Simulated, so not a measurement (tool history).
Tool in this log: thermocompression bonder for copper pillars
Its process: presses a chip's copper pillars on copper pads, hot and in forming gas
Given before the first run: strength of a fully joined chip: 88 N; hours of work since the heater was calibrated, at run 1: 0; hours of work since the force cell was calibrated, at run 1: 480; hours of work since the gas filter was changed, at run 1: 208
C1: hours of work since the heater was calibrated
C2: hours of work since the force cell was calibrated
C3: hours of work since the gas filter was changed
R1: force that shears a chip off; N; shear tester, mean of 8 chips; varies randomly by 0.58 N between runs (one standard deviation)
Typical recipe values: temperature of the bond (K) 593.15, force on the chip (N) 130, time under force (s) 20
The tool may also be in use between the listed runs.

{"run": 1, "hour": 0.0, "temperature of the bond (K)": 593.15, "force on the chip (N)": 130, "time under force (s)": 20, "C1": 0, "C2": 480, "C3": 208, "R1": 49}
{"run": 2, "hour": 34.8, "temperature of the bond (K)": 593.15, "force on the chip (N)": 154, "time under force (s)": 20, "C1": 26, "C2": 506, "C3": 234, "R1": 52.3}
{"hour": 57.7, "done": "forming gas filter changed"}
{"run": 3, "hour": 63.2, "temperature of the bond (K)": 593.15, "force on the chip (N)": 154, "time under force (s)": 20, "C1": 47, "C2": 527, "C3": 4, "R1": 58.2}
{"run": 4, "hour": 118.2, "temperature of the bond (K)": 593.15, "force on the chip (N)": 130, "time under force (s)": 37, "C1": 88, "C2": 567, "C3": 45, "R1": 62.9}
{"run": 5, "hour": 160.9, "temperature of the bond (K)": 593.15, "force on the chip (N)": 130, "time under force (s)": 20, "C1": 119, "C2": 599, "C3": 77, "R1": 51.7}
{"run": 6, "hour": 210.4, "temperature of the bond (K)": 593.15, "force on the chip (N)": 130, "time under force (s)": 20, "C1": 156, "C2": 636, "C3": 114, "R1": 51.5}
{"run": 7, "hour": 258.6, "temperature of the bond (K)": 593.15, "force on the chip (N)": 130, "time under force (s)": 20, "C1": 192, "C2": 672, "C3": 150, "R1": 50.2}
{"run": 8, "hour": 301.3, "temperature of the bond (K)": 593.15, "force on the chip (N)": 130, "time under force (s)": 20, "C1": 224, "C2": 704, "C3": 181, "R1": 49.7}
{"run": 9, "hour": 347.5, "temperature of the bond (K)": 593.15, "force on the chip (N)": 130, "time under force (s)": 20, "C1": 258, "C2": 738, "C3": 216, "R1": 49.7}
{"hour": 392.8, "done": "forming gas filter changed"}
{"run": 10, "hour": 394.0, "temperature of the bond (K)": 593.15, "force on the chip (N)": 130, "time under force (s)": 20, "C1": 292, "C2": 772, "C3": 1, "R1": 53}
{"run": 11, "hour": 439.9, "temperature of the bond (K)": 600.15, "force on the chip (N)": 130, "time under force (s)": 20, "C1": 327, "C2": 807, "C3": 35, "R1": 57}
{"run": 12, "hour": 488.4, "temperature of the bond (K)": 600.15, "force on the chip (N)": 130, "time under force (s)": 20, "C1": 363, "C2": 843, "C3": 71, "R1": 56.2}
{"run": 13, "hour": 514.8, "temperature of the bond (K)": 600.15, "force on the chip (N)": 130, "time under force (s)": 20, "C1": 382, "C2": 862, "C3": 91, "R1": 54.7}
{"run": 14, "hour": 549.3, "temperature of the bond (K)": 593.15, "force on the chip (N)": 130, "time under force (s)": 20, "C1": 408, "C2": 888, "C3": 116, "R1": 51.7}
{"run": 15, "hour": 579.3, "temperature of the bond (K)": 605.15, "force on the chip (N)": 86, "time under force (s)": 20, "C1": 430, "C2": 910, "C3": 139, "R1": 48.4}
{"run": 16, "hour": 623.7, "temperature of the bond (K)": 572.15, "force on the chip (N)": 166, "time under force (s)": 49, "C1": 463, "C2": 943, "C3": 172, "R1": 57.8}
{"run": 17, "hour": 654.4, "temperature of the bond (K)": 572.15, "force on the chip (N)": 155, "time under force (s)": 49, "C1": 486, "C2": 966, "C3": 195, "R1": 55.9}
{"run": 18, "hour": 695.0, "temperature of the bond (K)": 572.15, "force on the chip (N)": 155, "time under force (s)": 49, "C1": 516, "C2": 996, "C3": 225, "R1": 53.1}
{"hour": 729.2, "done": "forming gas filter changed"}
{"run": 19, "hour": 747.4, "temperature of the bond (K)": 572.15, "force on the chip (N)": 155, "time under force (s)": 49, "C1": 555, "C2": 1035, "C3": 14, "R1": 59.2}
{"run": 20, "hour": 787.2, "temperature of the bond (K)": 593.15, "force on the chip (N)": 130, "time under force (s)": 32, "C1": 585, "C2": 1065, "C3": 43, "R1": 59.8}
{"run": 21, "hour": 838.3, "temperature of the bond (K)": 593.15, "force on the chip (N)": 130, "time under force (s)": 47, "C1": 623, "C2": 1103, "C3": 81, "R1": 64.6}
{"run": 22, "hour": 866.0, "temperature of the bond (K)": 620.15, "force on the chip (N)": 161, "time under force (s)": 12, "C1": 643, "C2": 1123, "C3": 102, "R1": 61.3}
{"run": 23, "hour": 897.9, "temperature of the bond (K)": 575.15, "force on the chip (N)": 106, "time under force (s)": 49, "C1": 667, "C2": 1147, "C3": 126, "R1": 50.7}
{"run": 24, "hour": 929.5, "temperature of the bond (K)": 593.15, "force on the chip (N)": 130, "time under force (s)": 53, "C1": 691, "C2": 1170, "C3": 149, "R1": 63.9}
{"hour": 984.5, "done": "force cell calibrated"}
{"run": 25, "hour": 984.8, "temperature of the bond (K)": 593.15, "force on the chip (N)": 130, "time under force (s)": 53, "C1": 731, "C2": 0, "C3": 189, "R1": 62.4}
{"run": 26, "hour": 1032.5, "temperature of the bond (K)": 593.15, "force on the chip (N)": 130, "time under force (s)": 53, "C1": 766, "C2": 36, "C3": 225, "R1": 60.4}
{"hour": 1066.9, "done": "forming gas filter changed"}
{"run": 27, "hour": 1089.3, "temperature of the bond (K)": 608.15, "force on the chip (N)": 92, "time under force (s)": 21, "C1": 808, "C2": 78, "C3": 17, "R1": 52.8}

Across each entry between runs, compare the hidden state at the last listed run before it with the hidden state at the first listed run after it:
After run 2, before run 3: forming gas filter changed (hour 57.7)
  true temperature of the bond over the reading, C: -0.3 -> -0.5; force that reaches the chip, % of what is set: 105 -> 105.2; oxide that the forming gas leaves, % of the face: 11.15 -> 0.82
  measured minus no-state result, R1: -5.4 -> +0.6 N
After run 9, before run 10: forming gas filter changed (hour 392.8)
  true temperature of the bond over the reading, C: -1.5 -> -1.7; force that reaches the chip, % of what is set: 106.7 -> 106.9; oxide that the forming gas leaves, % of the face: 9.46 -> 0.67
  measured minus no-state result, R1: -4.4 -> +0.4 N
After run 18, before run 19: forming gas filter changed (hour 729.2)
  true temperature of the bond over the reading, C: -2.8 -> -3; force that reaches the chip, % of what is set: 108.6 -> 108.9; oxide that the forming gas leaves, % of the face: 9.57 -> 1.11
  measured minus no-state result, R1: -5.4 -> -0.4 N
After run 24, before run 25: force cell calibrated (hour 984.5)
  true temperature of the bond over the reading, C: -3.7 -> -3.9; force that reaches the chip, % of what is set: 109.9 -> 100.4; oxide that the forming gas leaves, % of the face: 6.26 -> 7.93
  measured minus no-state result, R1: -4 -> -7 N
After run 26, before run 27: forming gas filter changed (hour 1066.9)
  true temperature of the bond over the reading, C: -4.1 -> -4.4; force that reaches the chip, % of what is set: 100.6 -> 100.9; oxide that the forming gas leaves, % of the face: 9.43 -> 1.28
  measured minus no-state result, R1: -8 -> -2.5 N

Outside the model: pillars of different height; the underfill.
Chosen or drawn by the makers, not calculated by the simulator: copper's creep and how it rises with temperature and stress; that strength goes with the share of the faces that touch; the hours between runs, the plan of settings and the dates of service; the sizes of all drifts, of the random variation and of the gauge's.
